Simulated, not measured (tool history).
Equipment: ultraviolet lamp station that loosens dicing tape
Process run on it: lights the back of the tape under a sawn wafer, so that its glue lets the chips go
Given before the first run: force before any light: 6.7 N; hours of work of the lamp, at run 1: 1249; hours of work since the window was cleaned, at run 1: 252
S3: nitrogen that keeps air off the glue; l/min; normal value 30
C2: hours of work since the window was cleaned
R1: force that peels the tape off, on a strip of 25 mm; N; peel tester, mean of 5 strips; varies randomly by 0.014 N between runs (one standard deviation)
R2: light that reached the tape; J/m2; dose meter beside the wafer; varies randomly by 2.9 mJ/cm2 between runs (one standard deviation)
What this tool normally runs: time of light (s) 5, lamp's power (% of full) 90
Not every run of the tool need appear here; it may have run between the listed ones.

run 1 hour=0.0 | time_of_light_(s)=5 lamp's_power_(%_of_full)=90 S3=30 | hours_of_work_of_the_lamp=1249 C2=252 | R1=1.212 R2=2840
run 2 hour=38.1 | time_of_light_(s)=5 lamp's_power_(%_of_full)=90 S3=30 | hours_of_work_of_the_lamp=1268 C2=272 | R1=1.197 R2=2810
run 3 hour=104.6 | time_of_light_(s)=5 lamp's_power_(%_of_full)=90 S3=30 | hours_of_work_of_the_lamp=1302 C2=305 | R1=1.223 R2=2770
run 4 hour=151.3 | time_of_light_(s)=5 lamp's_power_(%_of_full)=90 S3=30 | hours_of_work_of_the_lamp=1326 C2=329 | R1=1.260 R2=2730
run 5 hour=220.8 | time_of_light_(s)=5 lamp's_power_(%_of_full)=90 S3=30 | hours_of_work_of_the_lamp=1361 C2=364 | R1=1.319 R2=2620
-- hour=253.6 window cleaned of glue's vapour
run 6 hour=288.3 | time_of_light_(s)=5 lamp's_power_(%_of_full)=90 S3=15 | hours_of_work_of_the_lamp=1394 C2=18 | R1=1.574 R2=2910
run 7 hour=351.9 | time_of_light_(s)=5 lamp's_power_(%_of_full)=71 S3=30 | hours_of_work_of_the_lamp=1427 C2=50 | R1=1.628 R2=2250
run 8 hour=398.9 | time_of_light_(s)=5 lamp's_power_(%_of_full)=90 S3=27 | hours_of_work_of_the_lamp=1450 C2=73 | R1=1.277 R2=2850
run 9 hour=447.9 | time_of_light_(s)=5 lamp's_power_(%_of_full)=90 S3=27 | hours_of_work_of_the_lamp=1475 C2=98 | R1=1.275 R2=2750
run 10 hour=500.2 | time_of_light_(s)=5 lamp's_power_(%_of_full)=90 S3=30 | hours_of_work_of_the_lamp=1502 C2=125 | R1=1.234 R2=2780
run 11 hour=554.7 | time_of_light_(s)=5 lamp's_power_(%_of_full)=90 S3=30 | hours_of_work_of_the_lamp=1529 C2=152 | R1=1.320 R2=2720
run 12 hour=583.8 | time_of_light_(s)=5 lamp's_power_(%_of_full)=63 S3=30 | hours_of_work_of_the_lamp=1544 C2=167 | R1=2.040 R2=1850
run 13 hour=636.1 | time_of_light_(s)=8 lamp's_power_(%_of_full)=90 S3=30 | hours_of_work_of_the_lamp=1570 C2=193 | R1=0.602 R2=4200
run 14 hour=677.0 | time_of_light_(s)=8 lamp's_power_(%_of_full)=90 S3=30 | hours_of_work_of_the_lamp=1591 C2=214 | R1=0.624 R2=4160
run 15 hour=733.5 | time_of_light_(s)=2 lamp's_power_(%_of_full)=84 S3=9 | hours_of_work_of_the_lamp=1619 C2=242 | R1=4.441 R2=950
run 16 hour=763.8 | time_of_light_(s)=2 lamp's_power_(%_of_full)=82 S3=26 | hours_of_work_of_the_lamp=1635 C2=258 | R1=3.768 R2=890
run 17 hour=827.0 | time_of_light_(s)=2 lamp's_power_(%_of_full)=76 S3=38 | hours_of_work_of_the_lamp=1667 C2=290 | R1=3.783 R2=830
-- hour=881.9 lamp changed
run 18 hour=896.8 | time_of_light_(s)=4 lamp's_power_(%_of_full)=76 S3=38 | hours_of_work_of_the_lamp=8 C2=324 | R1=1.293 R2=2460
run 19 hour=953.6 | time_of_light_(s)=7 lamp's_power_(%_of_full)=94 S3=9 | hours_of_work_of_the_lamp=36 C2=353 | R1=0.884 R2=5310
run 20 hour=982.5 | time_of_light_(s)=7 lamp's_power_(%_of_full)=87 S3=46 | hours_of_work_of_the_lamp=51 C2=368 | R1=0.379 R2=4790
-- hour=1012.5 window cleaned of glue's vapour
run 21 hour=1033.1 | time_of_light_(s)=7 lamp's_power_(%_of_full)=79 S3=19 | hours_of_work_of_the_lamp=76 C2=10 | R1=0.628 R2=4900
run 22 hour=1079.3 | time_of_light_(s)=3 lamp's_power_(%_of_full)=97 S3=19 | hours_of_work_of_the_lamp=99 C2=34 | R1=1.741 R2=2540
run 23 hour=1150.2 | time_of_light_(s)=6 lamp's_power_(%_of_full)=72 S3=19 | hours_of_work_of_the_lamp=135 C2=70 | R1=0.973 R2=3670
run 24 hour=1196.2 | time_of_light_(s)=3 lamp's_power_(%_of_full)=72 S3=16 | hours_of_work_of_the_lamp=158 C2=93 | R1=2.587 R2=1830
run 25 hour=1257.8 | time_of_light_(s)=8 lamp's_power_(%_of_full)=72 S3=16 | hours_of_work_of_the_lamp=190 C2=124 | R1=0.702 R2=4790

Alternative continuations, all from the tool just after run 25; predict every row:
run A hour=1315.3 | time_of_light_(s)=8 lamp's_power_(%_of_full)=62 S3=45 | hours_of_work_of_the_lamp=219 C2=153 | R1=? R2=?
run B hour=1315.3 | time_of_light_(s)=2 lamp's_power_(%_of_full)=70 S3=9 | hours_of_work_of_the_lamp=219 C2=153 | R1=? R2=?
run C hour=1315.3 | time_of_light_(s)=5 lamp's_power_(%_of_full)=78 S3=37 | hours_of_work_of_the_lamp=219 C2=153 | R1=? R2=?
run D hour=1315.3 | time_of_light_(s)=8 lamp's_power_(%_of_full)=77 S3=16 | hours_of_work_of_the_lamp=219 C2=153 | R1=? R2=?

run=A R1=0.502 R2=4010
run=B R1=4.047 R2=1130
run=C R1=0.888 R2=3170
run=D R1=0.655 R2=5080
With the hidden condition removed and each run's random variation left untouched, the same runs would have given:
run=A R1=0.417 R2=4500
run=B R1=3.824 R2=1270
run=C R1=0.731 R2=3560
run=D R1=0.538 R2=5690
